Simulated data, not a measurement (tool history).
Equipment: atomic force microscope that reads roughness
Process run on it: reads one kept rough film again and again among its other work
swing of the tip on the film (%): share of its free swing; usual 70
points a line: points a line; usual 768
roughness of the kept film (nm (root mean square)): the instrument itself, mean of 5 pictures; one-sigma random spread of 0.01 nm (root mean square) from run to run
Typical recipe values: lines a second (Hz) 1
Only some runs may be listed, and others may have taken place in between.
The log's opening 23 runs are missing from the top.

run,hour,lines a second (Hz),swing of the tip on the film (%),points a line,pictures with this tip,hours of work since the height scale was calibrated,roughness of the kept film (nm (root mean square))
24,393.6,2.87,65,954,85,558,2.194
# hour 414: new tip fitted
25,414,2.87,65,954,0,571,2.183
26,428.2,2.09,65,638,33,581,2.256
27,450.2,1,70,495,83,596,2.304
28,467.4,1,70,495,121,607,2.307
# hour 471.9: new tip fitted
29,480.6,1.91,70,808,19,616,2.21
30,493.3,1,61,799,48,624,2.352
31,515.2,0.91,62,681,98,639,2.37
# hour 530.5: new tip fitted
32,533.5,0.81,76,594,7,651,2.294
33,550.5,1.72,56,280,46,662,2.314
34,561.5,1.72,56,280,71,670,2.331
35,581.3,1.72,56,280,116,683,2.342
# hour 589.2: new tip fitted
36,598.8,1.72,69,381,22,694,2.238
37,618.6,1.72,61,381,67,708,2.313
38,629.2,3.5,60,746,91,715,2.199
39,645.3,2.54,56,445,128,726,2.311
# hour 647.9: new tip fitted
40,658.1,2.54,64,286,24,734,2.196
41,669.3,2.54,64,315,49,741,2.227
42,680.9,1.67,73,768,75,749,2.206

What if the next run were any one of these 4? Each begins from the tool's condition after run 42:
A,694.9,3.67,73,768,107,759,?
B,694.9,0.64,55,768,107,759,?
C,694.9,0.84,73,768,107,759,?
D,694.9,3.99,70,768,107,759,?

run,roughness of the kept film (nm (root mean square))
A,1.989
B,2.399
C,2.297
D,1.996
Without the tool's unlogged condition, the same runs would have read:
run,roughness of the kept film (nm (root mean square))
A,1.992
B,2.403
C,2.301
D,2

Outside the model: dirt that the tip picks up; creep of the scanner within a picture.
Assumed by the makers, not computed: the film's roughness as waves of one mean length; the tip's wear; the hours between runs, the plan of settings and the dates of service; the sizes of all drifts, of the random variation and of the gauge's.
